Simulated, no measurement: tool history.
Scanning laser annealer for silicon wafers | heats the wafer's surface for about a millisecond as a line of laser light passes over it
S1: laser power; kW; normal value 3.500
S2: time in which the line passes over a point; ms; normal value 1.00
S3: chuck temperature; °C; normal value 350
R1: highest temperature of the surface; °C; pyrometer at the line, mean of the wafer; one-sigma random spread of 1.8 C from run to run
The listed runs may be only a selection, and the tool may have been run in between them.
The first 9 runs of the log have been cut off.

Run 10, hour 282.5: usual settings but S2 1.22 ms, S3 320 °C. Result: R1 1084 °C.
Run 11, hour 317.7: usual settings. Result: R1 1050 °C.
Run 12, hour 357.7: usual settings. Result: R1 1051 °C.
Run 13, hour 392.4: usual settings. Result: R1 1047 °C.
Run 14, hour 425.7: usual settings. Result: R1 1050 °C.
Run 15, hour 467.5: usual settings. Result: R1 1052 °C.
Run 16, hour 500.0: usual settings but S2 0.94 ms. Result: R1 1029 °C.
Run 17, hour 532.2: usual settings but S2 0.94 ms. Result: R1 1031 °C.
Run 18, hour 551.1: usual settings. Result: R1 1051 °C.
Run 19, hour 578.0: usual settings but S3 373 °C. Result: R1 1072 °C.
Run 20, hour 620.1: usual settings but S3 373 °C. Result: R1 1076 °C.
Run 21, hour 664.7: usual settings but S2 0.98 ms, S3 373 °C. Result: R1 1065 °C.
Run 22, hour 703.7: usual settings but S1 3.419 kW, S2 0.74 ms, S3 311 °C. Result: R1 904 °C.
Run 23, hour 733.1: usual settings but S1 3.419 kW, S2 0.74 ms, S3 311 °C. Result: R1 904 °C.
Run 24, hour 766.9: usual settings but S1 3.153 kW, S2 1.05 ms, S3 359 °C. Result: R1 984 °C.
Run 25, hour 812.5: usual settings but S3 348 °C. Result: R1 1049 °C.
Run 26, hour 857.4: usual settings but S3 353 °C. Result: R1 1054 °C.
Run 27, hour 877.8: usual settings but S3 353 °C. Result: R1 1050 °C.
Run 28, hour 907.3: usual settings but S1 3.295 kW, S3 388 °C. Result: R1 1031 °C.
Run 29, hour 935.1: usual settings but S1 3.717 kW, S2 0.99 ms, S3 383 °C. Result: R1 1139 °C.
Run 30, hour 977.9: usual settings but S1 3.717 kW, S2 0.99 ms, S3 383 °C. Result: R1 1138 °C.
At hour 989.2: optics aligned, line set to its width.
Run 31, hour 1022.9: usual settings but S2 0.74 ms, S3 314 °C. Result: R1 927 °C.

Run 32 has not been measured yet. What should we expect?
Run 32, hour 1060.0: usual settings but S1 3.830 kW, S2 1.11 ms, S3 373 °C. Result: R1 ?.

Run 32 yielded R1 1200 °C.
The same run, on a tool lacking any hidden state, would have yielded R1 1201 °C.

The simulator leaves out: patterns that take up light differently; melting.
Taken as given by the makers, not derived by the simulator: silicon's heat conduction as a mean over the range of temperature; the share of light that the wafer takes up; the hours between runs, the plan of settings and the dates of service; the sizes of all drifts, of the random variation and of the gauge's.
